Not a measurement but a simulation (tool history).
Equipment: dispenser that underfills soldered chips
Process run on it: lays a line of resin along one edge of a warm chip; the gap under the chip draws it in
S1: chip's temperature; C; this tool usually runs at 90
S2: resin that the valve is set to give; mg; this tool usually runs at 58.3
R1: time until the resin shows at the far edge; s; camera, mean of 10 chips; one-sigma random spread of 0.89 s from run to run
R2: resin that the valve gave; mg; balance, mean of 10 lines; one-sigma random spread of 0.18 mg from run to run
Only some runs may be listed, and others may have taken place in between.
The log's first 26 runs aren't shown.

-- hour=148.4 new syringe of resin
run 27 hour=150.4 | S1=92 S2=58.3 | R1=74.2 R2=55.42
run 28 hour=158.0 | S1=89 S2=69.1 | R1=107.7 R2=65.18
-- hour=158.9 new syringe of resin
run 29 hour=164.3 | S1=89 S2=69.1 | R1=95.3 R2=64.63
-- hour=169.6 new syringe of resin
run 30 hour=170.7 | S1=90 S2=60.9 | R1=79.5 R2=57.18
run 31 hour=177.7 | S1=90 S2=68.3 | R1=100.0 R2=64.08
-- hour=179.9 new syringe of resin
-- hour=181.4 dispensing valve cleaned and set on the balance
run 32 hour=182.8 | S1=90 S2=68.3 | R1=79.6 R2=68.33
run 33 hour=186.7 | S1=90 S2=68.3 | R1=90.2 R2=68.05
-- hour=191.2 new syringe of resin
run 34 hour=191.2 | S1=76 S2=54.8 | R1=145.4 R2=54.64

Each row is a separate what-if for the run after 34, all from the same tool condition, not one after another. Results?
run A hour=199.0 | S1=89 S2=54.8 | R1=? R2=?
run B hour=199.0 | S1=88 S2=59.3 | R1=? R2=?
run C hour=199.0 | S1=98 S2=68.6 | R1=? R2=?

run=A R1=101.9 R2=54.04
run=B R1=105.5 R2=58.52
run=C R1=66.6 R2=68.37
The same runs, with their run-to-run variation unchanged, on a tool lacking any hidden condition would have given:
run=A R1=88.8 R2=54.55
run=B R1=91.9 R2=59.08
run=C R1=57.8 R2=69.02

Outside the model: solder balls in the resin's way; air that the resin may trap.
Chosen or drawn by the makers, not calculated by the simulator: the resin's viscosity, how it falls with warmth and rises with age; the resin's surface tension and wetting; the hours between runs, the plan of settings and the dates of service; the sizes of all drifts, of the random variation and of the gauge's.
